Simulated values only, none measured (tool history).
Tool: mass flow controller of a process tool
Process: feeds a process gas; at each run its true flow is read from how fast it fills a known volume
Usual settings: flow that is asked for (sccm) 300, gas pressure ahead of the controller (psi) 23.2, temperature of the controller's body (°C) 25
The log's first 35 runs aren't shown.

| run | hour | flow that is asked for (sccm) | gas pressure ahead of the controller (psi) | temperature of the controller's body (°C) | true flow (%) |
|---|---|---|---|---|---|
| 36 | 8060.8 | 202 | 33.4 | 34 | 93.12 |
| 37 | 8276.7 | 202 | 33.4 | 34 | 92.78 |
| 38 | 8450.3 | 202 | 33.4 | 34 | 92.81 |
| 39 | 8660.1 | 625 | 23.2 | 22 | 95.9 |
| 40 | 8963.3 | 625 | 29 | 22 | 95.51 |
| 41 | 9272.6 | 113 | 23.5 | 25 | 88.02 |
|  | 9327 | controller exchanged for a calibrated one |
| 42 | 9520.5 | 113 | 23.5 | 25 | 98.54 |
| 43 | 9740 | 300 | 23.2 | 39 | 99.62 |
| 44 | 9938.7 | 236 | 23.2 | 25 | 98.59 |
| 45 | 10153.7 | 300 | 37.4 | 25 | 98.33 |

3 ways to go on from here, each from the tool as it stands after run 45. What would each give?
| A | 10473 | 122 | 28.9 | 21 | ? |
| B | 10473 | 300 | 37.4 | 33 | ? |
| C | 10473 | 300 | 28.4 | 25 | ? |

| run | true flow (%) |
|---|---|
| A | 97.25 |
| B | 98.49 |
| C | 98.14 |
Without the tool's hidden state the same runs would have given:
| run | true flow (%) |
|---|---|
| A | 98.73 |
| B | 99.31 |
| C | 98.97 |
